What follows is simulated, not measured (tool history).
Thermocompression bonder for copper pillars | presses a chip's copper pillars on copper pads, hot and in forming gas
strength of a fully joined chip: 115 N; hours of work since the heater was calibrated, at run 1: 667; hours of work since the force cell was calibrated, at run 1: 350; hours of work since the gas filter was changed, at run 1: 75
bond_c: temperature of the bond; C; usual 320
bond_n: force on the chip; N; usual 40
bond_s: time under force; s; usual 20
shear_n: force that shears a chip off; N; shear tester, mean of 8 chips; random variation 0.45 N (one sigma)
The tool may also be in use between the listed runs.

run,hour,bond_c,bond_n,bond_s,hours of work since the heater was calibrated,hours of work since the force cell was calibrated,hours of work since the gas filter was changed,shear_n
1,0.0,320,40,20,667,350,75,81.1
2,18.7,320,40,20,678,361,86,80.7
3,37.4,320,40,20,689,372,97,80.3
4,70.7,320,40,20,709,392,117,79.5
5,93.4,343,40,20,722,405,130,89.8
6,113.9,320,56,43,734,417,142,106.1
7,145.7,320,40,13,753,436,161,70.9
8,162.7,345,37,13,763,446,171,78.2
9,182.0,345,37,13,774,457,183,77.5
10,201.4,345,37,13,786,469,194,78.0

Hidden state or all else? Some run-to-run changes of shear_n, split into what the settings, what came in and random variation would give without the hidden state, and what is left for the hidden state (with any gauge scatter that isn't in both results):
The hidden state here: true temperature of the bond over the reading, C; force that reaches the chip, % of what is set; oxide that the forming gas leaves, % of the face; drift of the gauge itself on shear_n, %.
Run 1 -> 2: no setting changed, nothing entered. shear_n -0.4 N: hidden state -0.2, all else -0.2.
Run 6 -> 7: bond_n 56 -> 40, bond_s 43 -> 13. shear_n -35.2 N: hidden state -0.1, all else -35.1.

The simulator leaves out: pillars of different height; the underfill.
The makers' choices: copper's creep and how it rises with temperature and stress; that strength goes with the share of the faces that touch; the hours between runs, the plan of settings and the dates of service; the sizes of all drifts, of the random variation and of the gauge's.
